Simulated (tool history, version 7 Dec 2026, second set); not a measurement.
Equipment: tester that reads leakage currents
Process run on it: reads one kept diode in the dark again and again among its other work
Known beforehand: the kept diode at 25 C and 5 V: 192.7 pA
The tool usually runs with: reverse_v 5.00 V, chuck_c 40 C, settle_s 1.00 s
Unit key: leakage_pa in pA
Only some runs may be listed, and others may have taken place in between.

Run 1, day 0.000: usual settings. Result: leakage_pa 634.35 pA.
Run 2, day 1.017: usual settings. Result: leakage_pa 631.19 pA.
Run 3, day 2.050: usual settings. Result: leakage_pa 628.86 pA.
Run 4, day 3.362: usual settings. Result: leakage_pa 632.88 pA.
Run 5, day 4.571: usual settings. Result: leakage_pa 636.16 pA.
Run 6, day 5.804: usual settings. Result: leakage_pa 634.96 pA.
Run 7, day 6.675: usual settings but settle_s 0.87 s. Result: leakage_pa 636.37 pA.
Run 8, day 7.438: usual settings but settle_s 0.87 s. Result: leakage_pa 634.38 pA.
Run 9, day 8.500: usual settings. Result: leakage_pa 636.85 pA.
Run 10, day 9.492: usual settings. Result: leakage_pa 639.43 pA.
Run 11, day 10.321: usual settings. Result: leakage_pa 632.84 pA.
Run 12, day 11.288: usual settings but chuck_c 44 C. Result: leakage_pa 848.31 pA.
Run 13, day 12.308: usual settings but chuck_c 44 C. Result: leakage_pa 852.89 pA.
Run 14, day 13.188: usual settings but chuck_c 44 C. Result: leakage_pa 851.07 pA.
Run 15, day 14.175: usual settings but chuck_c 44 C. Result: leakage_pa 854.45 pA.
Run 16, day 15.612: usual settings but reverse_v 13.00 V, chuck_c 44 C. Result: leakage_pa 1229.87 pA.
Run 17, day 16.962: usual settings but reverse_v 13.00 V, chuck_c 44 C. Result: leakage_pa 1230.42 pA.
Run 18, day 17.862: usual settings. Result: leakage_pa 642.31 pA.
Run 19, day 19.038: usual settings but reverse_v 2.25 V. Result: leakage_pa 474.31 pA.
Run 20, day 20.425: usual settings but reverse_v 7.52 V. Result: leakage_pa 749.84 pA.
Run 21, day 21.233: usual settings but reverse_v 7.52 V. Result: leakage_pa 749.19 pA.
Run 22, day 21.842: usual settings but reverse_v 7.52 V. Result: leakage_pa 752.47 pA.
Run 23, day 23.304: usual settings but settle_s 4.29 s. Result: leakage_pa 646.47 pA.
Run 24, day 24.579: usual settings but settle_s 4.29 s. Result: leakage_pa 647.23 pA.
Run 25, day 25.892: usual settings but reverse_v 1.20 V, chuck_c 22 C, settle_s 0.43 s. Result: leakage_pa 94.00 pA.
Run 26, day 26.917: usual settings but reverse_v 15.26 V, chuck_c 22 C, settle_s 2.09 s. Result: leakage_pa 253.48 pA.
Run 27, day 28.346: usual settings but reverse_v 15.26 V, chuck_c 22 C, settle_s 2.09 s. Result: leakage_pa 254.20 pA.
Run 28, day 29.088: usual settings but reverse_v 15.26 V, chuck_c 27 C, settle_s 2.09 s. Result: leakage_pa 375.11 pA.
Run 29, day 30.567: usual settings but reverse_v 3.94 V, chuck_c 38 C, settle_s 1.44 s. Result: leakage_pa 514.47 pA.
Run 30, day 31.208: usual settings but reverse_v 3.94 V, chuck_c 38 C, settle_s 1.44 s. Result: leakage_pa 513.48 pA.
Run 31, day 32.088: usual settings but reverse_v 3.94 V, chuck_c 38 C, settle_s 1.44 s. Result: leakage_pa 511.44 pA.
Run 32, day 33.500: usual settings but reverse_v 5.97 V, settle_s 5.69 s. Result: leakage_pa 692.30 pA.
Run 33, day 34.725: usual settings but reverse_v 18.45 V, chuck_c 37 C, settle_s 0.32 s. Result: leakage_pa 873.78 pA.
Run 34, day 35.617: usual settings but reverse_v 10.91 V, settle_s 7.46 s. Result: leakage_pa 878.30 pA.
Run 35, day 37.121: usual settings but reverse_v 1.64 V, chuck_c 23 C, settle_s 1.26 s. Result: leakage_pa 115.72 pA.
Run 36, day 37.888: usual settings but reverse_v 12.77 V, chuck_c 59 C. Result: leakage_pa 3432.55 pA.
Run 37, day 39.125: usual settings but reverse_v 12.77 V, chuck_c 59 C. Result: leakage_pa 3434.45 pA.
Run 38, day 40.125: usual settings but reverse_v 5.47 V, chuck_c 52 C, settle_s 2.53 s. Result: leakage_pa 1555.95 pA.
Run 39, day 41.504: usual settings but reverse_v 5.47 V, chuck_c 52 C, settle_s 2.53 s. Result: leakage_pa 1571.36 pA.

Below are 5 alternative next runs, each starting from the tool's condition after run 39. Predict each:
Run A, day 42.804: usual settings but settle_s 0.52 s. Result: leakage_pa ?.
Run B, day 42.804: usual settings but reverse_v 5.47 V, chuck_c 47 C, settle_s 2.53 s. Result: leakage_pa ?.
Run C, day 42.804: usual settings but reverse_v 1.70 V, chuck_c 22 C, settle_s 2.53 s. Result: leakage_pa ?.
Run D, day 42.804: usual settings but chuck_c 37 C. Result: leakage_pa ?.
Run E, day 42.804: usual settings but reverse_v 2.58 V, settle_s 8.85 s. Result: leakage_pa ?.

run  leakage_pa
  A      654.27
  B     1119.42
  C      108.59
  D      522.90
  E      509.58
Had the tool no hidden state, the same runs would have come out as:
run  leakage_pa
  A      611.76
  B     1051.51
  C      100.14
  D      487.65
  E      477.26
